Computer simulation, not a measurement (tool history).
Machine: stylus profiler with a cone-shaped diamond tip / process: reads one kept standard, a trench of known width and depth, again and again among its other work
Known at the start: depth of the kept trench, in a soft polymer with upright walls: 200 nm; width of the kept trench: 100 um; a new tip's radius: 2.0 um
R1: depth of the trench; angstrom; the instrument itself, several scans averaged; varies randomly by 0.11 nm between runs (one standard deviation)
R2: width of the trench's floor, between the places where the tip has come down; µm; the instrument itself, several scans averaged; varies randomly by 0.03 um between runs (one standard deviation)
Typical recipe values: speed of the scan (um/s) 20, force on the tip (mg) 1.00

run 1 hour=0.0 | speed_of_the_scan_(um/s)=20 force_on_the_tip_(mg)=1.00 | R1=2014.5 R2=98.19
run 2 hour=9.1 | speed_of_the_scan_(um/s)=20 force_on_the_tip_(mg)=1.31 | R1=2018.8 R2=98.20
run 3 hour=25.4 | speed_of_the_scan_(um/s)=20 force_on_the_tip_(mg)=1.31 | R1=2018.5 R2=98.22
run 4 hour=38.2 | speed_of_the_scan_(um/s)=20 force_on_the_tip_(mg)=1.31 | R1=2017.2 R2=98.17
run 5 hour=51.9 | speed_of_the_scan_(um/s)=28 force_on_the_tip_(mg)=1.31 | R1=2016.9 R2=98.16
run 6 hour=63.3 | speed_of_the_scan_(um/s)=27 force_on_the_tip_(mg)=1.00 | R1=2015.9 R2=98.15
run 7 hour=77.1 | speed_of_the_scan_(um/s)=27 force_on_the_tip_(mg)=1.00 | R1=2014.2 R2=98.09
run 8 hour=89.5 | speed_of_the_scan_(um/s)=27 force_on_the_tip_(mg)=2.26 | R1=2028.1 R2=98.20
run 9 hour=97.7 | speed_of_the_scan_(um/s)=27 force_on_the_tip_(mg)=2.26 | R1=2024.9 R2=98.17
run 10 hour=107.7 | speed_of_the_scan_(um/s)=27 force_on_the_tip_(mg)=2.26 | R1=2026.0 R2=98.18
run 11 hour=116.7 | speed_of_the_scan_(um/s)=20 force_on_the_tip_(mg)=1.10 | R1=2016.0 R2=98.15
run 12 hour=129.3 | speed_of_the_scan_(um/s)=20 force_on_the_tip_(mg)=1.10 | R1=2014.3 R2=98.12
run 13 hour=136.2 | speed_of_the_scan_(um/s)=20 force_on_the_tip_(mg)=1.10 | R1=2017.9 R2=98.15
run 14 hour=145.5 | speed_of_the_scan_(um/s)=6 force_on_the_tip_(mg)=1.00 | R1=2013.7 R2=98.25
run 15 hour=154.3 | speed_of_the_scan_(um/s)=45 force_on_the_tip_(mg)=1.00 | R1=2016.1 R2=98.01
run 16 hour=169.1 | speed_of_the_scan_(um/s)=45 force_on_the_tip_(mg)=1.00 | R1=2015.7 R2=98.01
run 17 hour=177.2 | speed_of_the_scan_(um/s)=20 force_on_the_tip_(mg)=0.62 | R1=2011.4 R2=98.11
run 18 hour=185.8 | speed_of_the_scan_(um/s)=20 force_on_the_tip_(mg)=0.62 | R1=2011.8 R2=98.05
run 19 hour=195.4 | speed_of_the_scan_(um/s)=20 force_on_the_tip_(mg)=2.37 | R1=2025.2 R2=98.11
run 20 hour=205.5 | speed_of_the_scan_(um/s)=44 force_on_the_tip_(mg)=2.99 | R1=2029.9 R2=98.13
run 21 hour=219.0 | speed_of_the_scan_(um/s)=7 force_on_the_tip_(mg)=1.00 | R1=2015.8 R2=98.15
run 22 hour=234.6 | speed_of_the_scan_(um/s)=55 force_on_the_tip_(mg)=0.58 | R1=2011.2 R2=97.88
run 23 hour=247.6 | speed_of_the_scan_(um/s)=55 force_on_the_tip_(mg)=0.58 | R1=2010.9 R2=97.89
run 24 hour=262.2 | speed_of_the_scan_(um/s)=55 force_on_the_tip_(mg)=0.58 | R1=2011.7 R2=97.86
run 25 hour=268.8 | speed_of_the_scan_(um/s)=55 force_on_the_tip_(mg)=0.58 | R1=2010.3 R2=97.85
-- hour=270.5 height scale calibrated on a step standard
run 26 hour=278.9 | speed_of_the_scan_(um/s)=55 force_on_the_tip_(mg)=0.58 | R1=2011.9 R2=97.84
run 27 hour=293.6 | speed_of_the_scan_(um/s)=11 force_on_the_tip_(mg)=2.76 | R1=2030.6 R2=98.13
run 28 hour=308.9 | speed_of_the_scan_(um/s)=18 force_on_the_tip_(mg)=0.37 | R1=2010.7 R2=98.05
run 29 hour=324.1 | speed_of_the_scan_(um/s)=9 force_on_the_tip_(mg)=0.59 | R1=2011.6 R2=98.11
run 30 hour=331.7 | speed_of_the_scan_(um/s)=73 force_on_the_tip_(mg)=1.63 | R1=2022.7 R2=97.90
run 31 hour=340.9 | speed_of_the_scan_(um/s)=5 force_on_the_tip_(mg)=2.14 | R1=2026.6 R2=98.11
run 32 hour=349.4 | speed_of_the_scan_(um/s)=14 force_on_the_tip_(mg)=2.14 | R1=2027.2 R2=98.12
-- hour=362.7 height scale calibrated on a step standard, once more
run 33 hour=362.8 | speed_of_the_scan_(um/s)=14 force_on_the_tip_(mg)=2.14 | R1=2024.4 R2=98.11
run 34 hour=379.2 | speed_of_the_scan_(um/s)=19 force_on_the_tip_(mg)=1.28 | R1=2016.6 R2=98.08
run 35 hour=385.9 | speed_of_the_scan_(um/s)=14 force_on_the_tip_(mg)=0.96 | R1=2013.8 R2=98.06
run 36 hour=398.6 | speed_of_the_scan_(um/s)=46 force_on_the_tip_(mg)=0.51 | R1=2008.4 R2=97.91
run 37 hour=412.2 | speed_of_the_scan_(um/s)=10 force_on_the_tip_(mg)=2.26 | R1=2024.6 R2=98.13
run 38 hour=422.2 | speed_of_the_scan_(um/s)=10 force_on_the_tip_(mg)=2.26 | R1=2025.3 R2=98.05

How would selected steps in R1 from run to run divide? Give the signed amount a tool lacking its hidden state would still show from settings, what came in and random variation, and the signed amount left for the hidden state, including any gauge scatter that is not in both of the compared results.
Hidden state at play: radius of the tip, um; height scale over the true one, %; drift of the gauge itself on depth_nm, %; drift of the gauge itself on floor_um, %.
Run 1 -> 2: force on the tip (mg) 1.00 -> 1.31. R1 +4.3 angstrom: hidden state +0.1, all else +4.2.
Run 25 -> 26: height scale calibrated on a step standard. R1 +1.6 angstrom: hidden state +0.7, all else +0.9.
Run 26 -> 27: speed of the scan (um/s) 55 -> 11, force on the tip (mg) 0.58 -> 2.76. R1 +18.7 angstrom: hidden state +0.1, all else +18.6.
Run 27 -> 28: speed of the scan (um/s) 11 -> 18, force on the tip (mg) 2.76 -> 0.37. R1 -19.9 angstrom: hidden state +0.1, all else -20.0.
Run 32 -> 33: height scale calibrated on a step standard, once more. R1 -2.8 angstrom: hidden state -2.7, all else -0.1.
Run 36 -> 37: speed of the scan (um/s) 46 -> 10, force on the tip (mg) 0.51 -> 2.26. R1 +16.2 angstrom: hidden state +0.0, all else +16.2.

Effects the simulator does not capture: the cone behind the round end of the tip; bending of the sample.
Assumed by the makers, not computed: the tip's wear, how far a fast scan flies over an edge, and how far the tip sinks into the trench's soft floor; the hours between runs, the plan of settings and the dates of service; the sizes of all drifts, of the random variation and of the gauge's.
